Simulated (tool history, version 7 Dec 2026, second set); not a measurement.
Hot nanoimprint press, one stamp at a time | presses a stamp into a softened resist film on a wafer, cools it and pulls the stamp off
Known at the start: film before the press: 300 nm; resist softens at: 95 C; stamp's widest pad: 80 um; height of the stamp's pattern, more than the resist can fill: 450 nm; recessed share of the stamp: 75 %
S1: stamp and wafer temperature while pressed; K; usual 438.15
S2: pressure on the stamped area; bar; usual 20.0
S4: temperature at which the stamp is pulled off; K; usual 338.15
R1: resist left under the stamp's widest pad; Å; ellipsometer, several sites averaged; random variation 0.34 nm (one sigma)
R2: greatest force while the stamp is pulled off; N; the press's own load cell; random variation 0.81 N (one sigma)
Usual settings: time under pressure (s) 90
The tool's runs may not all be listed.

Run 1, hour 0.0: usual settings. Result: R1 1363 Å, R2 224.8 N.
Run 2, hour 14.3: usual settings but S4 339.15 K. Result: R1 1365 Å, R2 223.2 N.
Run 3, hour 41.6: usual settings but S4 339.15 K. Result: R1 1358 Å, R2 222.0 N.
Run 4, hour 65.0: usual settings but S4 339.15 K. Result: R1 1369 Å, R2 222.0 N.
Run 5, hour 85.3: usual settings but S4 339.15 K. Result: R1 1364 Å, R2 222.6 N.
Run 6, hour 109.8: usual settings but S4 339.15 K. Result: R1 1364 Å, R2 223.9 N.
Run 7, hour 125.2: usual settings. Result: R1 1364 Å, R2 223.8 N.
Run 8, hour 142.4: usual settings. Result: R1 1365 Å, R2 225.3 N.
Run 9, hour 160.3: usual settings. Result: R1 1371 Å, R2 225.2 N.
Run 10, hour 183.9: usual settings. Result: R1 1372 Å, R2 225.2 N.
Run 11, hour 199.5: usual settings. Result: R1 1365 Å, R2 226.8 N.
Run 12, hour 214.5: usual settings. Result: R1 1360 Å, R2 224.4 N.
Run 13, hour 235.2: usual settings. Result: R1 1355 Å, R2 224.4 N.
Run 14, hour 255.4: usual settings but S1 442.15 K. Result: R1 1179 Å, R2 225.7 N.
Run 15, hour 275.1: usual settings but time under pressure (s) 82. Result: R1 1407 Å, R2 224.7 N.
Run 16, hour 289.6: usual settings but time under pressure (s) 82, S4 345.15 K. Result: R1 1408 Å, R2 203.9 N.
Run 17, hour 305.8: usual settings but time under pressure (s) 82, S4 345.15 K. Result: R1 1414 Å, R2 205.7 N.
Run 18, hour 328.2: usual settings but time under pressure (s) 85. Result: R1 1390 Å, R2 225.0 N.
Run 19, hour 341.6: usual settings but time under pressure (s) 63. Result: R1 1537 Å, R2 227.7 N.
Run 20, hour 361.5: usual settings but S1 439.15 K, time under pressure (s) 60, S4 346.15 K. Result: R1 1510 Å, R2 202.6 N.
Run 21, hour 381.5: usual settings but S1 439.15 K, time under pressure (s) 82, S4 346.15 K. Result: R1 1360 Å, R2 201.5 N.
Run 22, hour 401.7: usual settings but S1 439.15 K, time under pressure (s) 82, S4 346.15 K. Result: R1 1362 Å, R2 200.6 N.
At hour 424.6: stamp cleaned and given a new release coat.
Run 23, hour 430.5: usual settings but S1 441.15 K, S2 17.5 bar, S4 327.15 K. Result: R1 1309 Å, R2 256.9 N.
Run 24, hour 449.6: usual settings but S1 441.15 K, S2 17.5 bar, S4 327.15 K. Result: R1 1311 Å, R2 256.7 N.
Run 25, hour 462.5: usual settings but S1 449.15 K, S2 20.7 bar, S4 339.15 K. Result: R1 898 Å, R2 222.3 N.
At hour 467.8: plate thermocouple calibrated.
Run 26, hour 481.4: usual settings but S1 429.15 K, S2 13.8 bar, time under pressure (s) 165, S4 342.15 K. Result: R1 1833 Å, R2 214.0 N.
Run 27, hour 496.9: usual settings but S1 448.15 K, S2 17.5 bar, time under pressure (s) 153, S4 339.15 K. Result: R1 834 Å, R2 223.6 N.
Run 28, hour 518.9: usual settings but S1 428.15 K, S2 25.9 bar, time under pressure (s) 174, S4 344.15 K. Result: R1 1408 Å, R2 208.0 N.
Run 29, hour 535.0: usual settings but S1 428.15 K, S2 25.9 bar, time under pressure (s) 174, S4 344.15 K. Result: R1 1416 Å, R2 207.6 N.

Forecast each of these 4 alternatives for the next run:
Run A, hour 556.3: usual settings but S1 436.15 K, time under pressure (s) 172, S4 327.15 K. Result: R1 ?, R2 ?.
Run B, hour 556.3: usual settings but S1 447.15 K, S2 22.0 bar, time under pressure (s) 174, S4 344.15 K. Result: R1 ?, R2 ?.
Run C, hour 556.3: usual settings but S1 428.15 K, S2 25.9 bar, time under pressure (s) 62, S4 341.15 K. Result: R1 ?, R2 ?.
Run D, hour 556.3: usual settings but S2 25.9 bar, time under pressure (s) 130. Result: R1 ?, R2 ?.

run    R1     R2
  A  1166  257.8
  B   721  207.9
  C  1943  215.7
  D  1042  225.0
Without the tool's hidden state the same runs would have given:
run    R1     R2
  A  1165  257.6
  B   720  207.7
  C  1942  215.6
  D  1041  224.8
